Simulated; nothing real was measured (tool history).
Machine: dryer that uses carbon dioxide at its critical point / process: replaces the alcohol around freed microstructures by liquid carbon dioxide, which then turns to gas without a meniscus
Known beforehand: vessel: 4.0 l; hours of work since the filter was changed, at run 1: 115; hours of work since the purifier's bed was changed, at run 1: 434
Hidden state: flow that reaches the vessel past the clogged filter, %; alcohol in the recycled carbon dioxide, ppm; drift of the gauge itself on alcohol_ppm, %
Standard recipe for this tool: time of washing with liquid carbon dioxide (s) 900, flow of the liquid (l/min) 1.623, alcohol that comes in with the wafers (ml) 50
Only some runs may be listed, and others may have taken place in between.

run,hour,time of washing with liquid carbon dioxide (s),flow of the liquid (l/min),alcohol that comes in with the wafers (ml),hours of work since the filter was changed,hours of work since the purifier's bed was changed,alcohol left in the vessel before it's heated (ppm by volume)
1,0,900,1.623,50,115,434,115
2,35.1,900,1.623,50,140,459,119
3,85.3,900,1.623,50,176,495,135
4,126.9,900,1.623,50,206,524,135
5,148.9,900,1.623,50,221,540,140
6,188,900,1.623,50,249,568,137
7,208.9,900,1.623,50,264,583,146

For run 8, what comes out?
8,248,900,1.623,50,292,611,?

alcohol left in the vessel before it's heated (ppm by volume): 146
On a tool with no hidden condition, and with the same random variation, this run would have come out at alcohol left in the vessel before it's heated (ppm by volume) 80.
